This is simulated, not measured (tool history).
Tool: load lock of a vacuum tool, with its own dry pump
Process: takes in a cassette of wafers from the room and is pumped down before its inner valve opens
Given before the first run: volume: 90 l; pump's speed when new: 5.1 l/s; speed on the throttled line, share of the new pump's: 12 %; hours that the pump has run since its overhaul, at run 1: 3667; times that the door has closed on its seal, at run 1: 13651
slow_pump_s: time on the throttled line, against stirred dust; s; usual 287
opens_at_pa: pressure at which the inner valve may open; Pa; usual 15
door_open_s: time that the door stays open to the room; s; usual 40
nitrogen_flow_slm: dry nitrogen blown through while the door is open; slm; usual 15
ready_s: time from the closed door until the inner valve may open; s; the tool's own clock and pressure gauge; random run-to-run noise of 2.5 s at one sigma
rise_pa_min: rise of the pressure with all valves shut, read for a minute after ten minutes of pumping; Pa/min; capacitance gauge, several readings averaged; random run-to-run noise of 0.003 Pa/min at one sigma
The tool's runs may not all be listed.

run      day  slow_pump_s  opens_at_pa  door_open_s  nitrogen_flow_slm  hours that the pump has run since its overhaul  times that the door has closed on its seal  incoming humidity of the room's air, %  ready_s  rise_pa_min
  1        0          287           15           40                 15                                            3667                                       13651                                    44.3      409        0.137
  2    13.85          287           15           40                 15                                            4000                                       15230                                    44.8    414.5        0.152
  3   27.846          287           27           40                 15                                            4336                                       16825                                    42.8    405.5        0.177
  4   43.962          287           27           40                 15                                            4722                                       18662                                    44.5      404        0.206
  5   54.442          287           15          178                 15                                            4974                                       19857                                      46    414.3        0.246
  6   66.042          287           15          187                 15                                            5252                                       21179                                    46.8    414.6        0.257
  7   83.692          287           15          187                 15                                            5676                                       23191                                      45    414.1        0.297
  8     96.9          287           15          187                 15                                            5993                                       24697                                    44.7    419.2        0.314
  9  113.325          287           15           40                 15                                            6387                                       26569                                    41.1    412.6        0.331
 10  127.562          287           15           40                 15                                            6729                                       28192                                    45.8    417.5         0.36
 11  140.117          287           15           40                 15                                            7030                                       29623                                    45.8    415.5        0.379
     148.829  -- door's seal changed, seat wiped
 12  158.162          287           15           40                 15                                            7462                                        1064                                    43.9    417.2        0.027
 13  166.833          287           15           40                 15                                            7670                                        2053                                    44.3    416.9        0.026
 14    181.4          287           15           40                 15                                            8019                                        3713                                    42.8    413.5        0.041
 15  197.242          287           15           40                 15                                            8399                                        5519                                      43    415.7        0.047
 16  213.204          483           15           40                 15                                            8783                                        7339                                    42.6    588.8        0.063
 17  220.812          483           15           40                 15                                            8965                                        8206                                    41.1    590.7        0.067
 18  233.025          483           15           40                 15                                            9258                                        9598                                    41.6    592.4        0.075
 19  242.546          483           15           40                 15                                            9487                                       10684                                    46.4    587.8        0.093
 20  250.625          483           15           40                 25                                            9681                                       11605                                    44.8    595.7        0.096
 21  264.692          535           11           34                 25                                           10018                                       13208                                      43    645.2        0.116
 22  276.712          190           12          115                  8                                           10307                                       14578                                    43.6    344.5        0.155
 23  287.642          287           16           38                  8                                           10569                                       15824                                    44.7    424.9        0.153
 24    296.9          287           20           40                 15                                           10791                                       16880                                    42.6    413.5        0.163
 25  304.642          287           15          170                 10                                           10977                                       17762                                    44.4    421.7        0.185
 26  315.758          287           15           80                  7                                           11244                                       19029                                    44.3    421.6        0.202
 27   325.75          363           15           40                 32                                           11484                                       20168                                      45    489.1        0.203
 28  337.038          392           18           46                 12                                           11755                                       21455                                    42.3    513.6        0.233
 29  354.146          392           18           46                 12                                           12165                                       23405                                    47.2    510.1        0.262
 30  369.896          166           14           40                 15                                           12543                                       25201                                    42.6    318.7        0.282
 31  385.583          166           14           40                 15                                           12920                                       26989                                    46.7    324.1        0.333
 32  401.875          258           14          223                 15                                           13311                                       28846                                    44.9    404.3         0.38
 33  414.412          258           14          223                 15                                           13612                                       30275                                    45.7    403.4        0.402
     416.558  -- door's seal changed, seat wiped
 34  422.679          163           29          111                 40                                           13808                                         697                                    43.2      308        0.021
 35  441.183          163           29          224                 40                                           14253                                        2807                                      44    308.6        0.043
 36  455.475          163           29          224                 40                                           14596                                        4436                                    43.9    309.3         0.05

For run 37, what comes out?
 37  465.571          163           15           55                 40                                           14838                                        5587                                    46.2        ?            ?

For run 37 the tool returned ready_s 324.6 s, rise_pa_min 0.048 Pa/min.
Had the tool carried no hidden state, the very same run would have given ready_s 299 s, rise_pa_min 0.018 Pa/min.
